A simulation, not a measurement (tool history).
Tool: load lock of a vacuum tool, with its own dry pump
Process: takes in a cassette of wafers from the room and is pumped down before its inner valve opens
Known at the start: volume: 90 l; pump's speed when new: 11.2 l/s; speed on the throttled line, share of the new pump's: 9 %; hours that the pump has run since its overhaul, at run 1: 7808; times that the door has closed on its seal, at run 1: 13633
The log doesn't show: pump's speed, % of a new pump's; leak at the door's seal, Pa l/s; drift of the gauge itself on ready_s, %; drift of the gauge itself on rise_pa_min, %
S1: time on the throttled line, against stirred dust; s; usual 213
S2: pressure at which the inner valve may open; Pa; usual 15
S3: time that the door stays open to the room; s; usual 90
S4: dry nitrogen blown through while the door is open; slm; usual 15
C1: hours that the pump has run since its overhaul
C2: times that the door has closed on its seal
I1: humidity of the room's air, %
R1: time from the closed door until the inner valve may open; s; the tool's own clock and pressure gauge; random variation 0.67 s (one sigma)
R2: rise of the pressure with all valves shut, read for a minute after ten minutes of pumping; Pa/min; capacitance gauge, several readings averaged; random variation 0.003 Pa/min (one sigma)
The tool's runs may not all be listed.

run	hour	S1	S2	S3	S4	C1	C2	I1	R1	R2
1	0	213	15	90	15	7808	13633	41.5	272	0.13
2	541.2	213	15	90	15	8349	14263	45.4	270.3	0.142
3	1099.7	213	15	90	15	8908	14914	41.9	271.7	0.146
4	1336.9	213	15	90	15	9145	15190	47.1	271.3	0.156
5	1796.8	213	15	90	15	9605	15726	44.1	272	0.164
6	2307.9	213	15	90	15	10116	16321	43.8	272.2	0.173
7	2630.8	213	15	90	15	10439	16697	46.7	271.7	0.175
8	2991.1	213	15	90	15	10799	17117	42.8	272.4	0.178
9	3446.7	213	15	90	15	11255	17648	47.4	272.9	0.192
10	3705.9	213	15	90	15	11514	17949	44.3	273.8	0.191
11	4254.5	213	15	90	15	12062	18588	46.6	273.3	0.208
12	4732.3	275	15	90	15	12540	19145	45.4	327.2	0.213
13	5289.1	275	15	90	15	13097	19793	44	330.2	0.227
14	5565.7	213	21	90	15	13374	20116	40	271.8	0.228
15	6017.4	213	21	90	15	13825	20642	42.5	270.1	0.238
16	6382.7	213	21	90	15	14191	21067	45.3	271.5	0.252
17	6795.8	308	14	154	15	14604	21548	44.8	361.4	0.26
18	7341.3	143	13	90	15	15149	22184	44.5	214.6	0.264
19	7865.6	349	16	96	34	15674	22794	47.7	398	0.274
# hour 8383.9: dry pump taken out, an overhauled one fitted
20	8392.5	349	16	114	17	9	23401	45.6	390.2	0.298
21	8794.2	213	29	90	28	410	23869	46.1	260.3	0.283
22	9376.5	296	28	148	23	993	24547	46.3	337.4	0.311
23	9948.8	363	15	90	15	1565	25214	47.7	403.6	0.332
24	10251.1	231	24	37	15	1867	25566	42.3	281.1	0.325
25	10579.8	334	15	75	15	2196	25949	43.7	378.3	0.347
26	10943	276	17	75	25	2559	26372	43.3	322.9	0.354
27	11329.5	276	17	75	25	2946	26822	46.9	323.1	0.367
28	11696.1	276	17	75	25	3312	27249	46.1	324.4	0.37
29	12175.4	276	17	75	25	3791	27807	42.7	323.9	0.379
# hour 12288.7: door's seal changed, seat wiped
30	12631.2	295	15	43	25	4246	399	44.8	342	0.017

4 ways to go on from here, each from the tool as it stands after run 30. What would each give?
A	13052.9	295	15	43	4	4668	890	47.2	?	?
B	13052.9	213	15	80	8	4668	890	42.7	?	?
C	13052.9	213	22	164	15	4668	890	45	?	?
D	13052.9	213	20	207	15	4668	890	44.4	?	?

run	R1	R2
A	343.8	0.022
B	268.2	0.024
C	265.8	0.038
D	266	0.03
Without the tool's hidden state the same runs would have given:
run	R1	R2
A	341.3	0.018
B	265.6	0.02
C	263.3	0.034
D	263.5	0.026

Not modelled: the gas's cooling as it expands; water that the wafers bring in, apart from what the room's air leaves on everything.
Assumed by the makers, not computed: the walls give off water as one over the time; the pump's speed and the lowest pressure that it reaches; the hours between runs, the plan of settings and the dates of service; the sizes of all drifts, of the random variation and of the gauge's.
